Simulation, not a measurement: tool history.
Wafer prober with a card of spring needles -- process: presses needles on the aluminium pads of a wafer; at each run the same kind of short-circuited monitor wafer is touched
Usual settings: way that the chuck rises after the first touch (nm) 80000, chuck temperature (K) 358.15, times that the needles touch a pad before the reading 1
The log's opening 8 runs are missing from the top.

run	hour	way that the chuck rises after the first touch (nm)	chuck temperature (K)	times that the needles touch a pad before the reading	touches since the tips were cleaned	cleanings since the card got new needles	touches since the first contact's height was set	resistance of one needle with its contact and lead (mohm)	way that a needle slides on the pad (nm)
# hour 94.5: tips cleaned on abrasive film
9	104.7	80000	358.15	1	4317	32	177770	305	13190
# hour 107.1: tips cleaned on abrasive film
# hour 120.1: tips cleaned on abrasive film
10	121.1	80000	358.15	1	392	34	184614	273	13140
11	129.7	80000	358.15	1	4041	34	188263	301	13040
# hour 133.7: tips cleaned on abrasive film
12	138.8	80000	358.15	1	2164	35	192048	291	13090
# hour 145.8: tips cleaned on abrasive film
13	148.8	80000	358.15	2	1254	36	196235	277	13090
# hour 157.9: tips cleaned on abrasive film
14	167.2	80000	358.15	1	3933	37	203959	306	13040
# hour 170.7: tips cleaned on abrasive film
15	177.5	80000	358.15	1	2839	38	208263	297	13060
# hour 183.3: tips cleaned on abrasive film
16	193.6	80000	358.15	2	4386	39	215054	293	12970
# hour 195.4: tips cleaned on abrasive film
17	204.3	80000	327.15	1	3755	40	219496	294	13020
# hour 207.9: tips cleaned on abrasive film
18	211.8	84000	300.15	1	1671	41	222650	269	13650
19	219.5	80000	338.15	2	4920	41	225899	284	13000
# hour 220.5: tips cleaned on abrasive film
20	230	80000	338.15	2	4027	42	230302	281	12960
# hour 234: tips cleaned on abrasive film
# hour 246.3: tips cleaned on abrasive film
21	246.3	76000	338.15	2	0	44	237085	261	12230
# hour 258.6: tips cleaned on abrasive film
22	260.8	99000	358.15	3	915	45	243158	260	16140
23	270.2	79000	358.15	1	4890	45	247133	307	12730
# hour 271.3: tips cleaned on abrasive film
# hour 271.6: height of the first contact set anew
# hour 283.7: tips cleaned on abrasive film
24	283.7	96000	338.15	2	0	47	5068	255	16600
25	292.2	97000	388.15	2	3607	47	8675	286	16670
# hour 296.9: tips cleaned on abrasive film
# hour 310: tips cleaned on abrasive film
26	310.6	97000	388.15	2	259	49	16341	271	16670
27	321.3	67000	358.15	3	4764	49	20846	285	11450
# hour 322.5: tips cleaned on abrasive film
# hour 335: tips cleaned on abrasive film
28	336.5	97000	316.15	2	637	51	27198	254	16530
# hour 348.1: tips cleaned on abrasive film
29	353.8	97000	378.15	2	2383	52	34456	277	16670
# hour 360.2: tips cleaned on abrasive film
30	367.8	97000	378.15	2	3201	53	40315	280	16620
# hour 373.1: tips cleaned on abrasive film
31	378.2	90000	317.15	2	2145	54	44679	262	15310
# hour 385.2: tips cleaned on abrasive film
32	395.5	84000	329.15	1	4364	55	51960	292	14250
# hour 397.3: tips cleaned on abrasive film
# hour 410.3: tips cleaned on abrasive film
33	413.6	75000	347.15	1	1366	57	59489	284	12690

What if the next run were any one of these 4? Each begins from the tool's condition after run 33:
# hour 423.4: tips cleaned on abrasive film
A	430.9	66000	347.15	2	3145	58	66768	?	?
# hour 423.4: tips cleaned on abrasive film
B	430.9	75000	347.15	1	3145	58	66768	?	?
# hour 423.4: tips cleaned on abrasive film
C	430.9	80000	358.15	2	3145	58	66768	?	?
# hour 423.4: tips cleaned on abrasive film
D	430.9	75000	329.15	1	3145	58	66768	?	?

run	resistance of one needle with its contact and lead (mohm)	way that a needle slides on the pad (nm)
A	295	11120
B	302	12630
C	285	13580
D	294	12630
Stripped of hidden state, with their random variation kept, the same runs would have yielded:
run	resistance of one needle with its contact and lead (mohm)	way that a needle slides on the pad (nm)
A	264	11390
B	261	12890
C	263	13840
D	253	12900
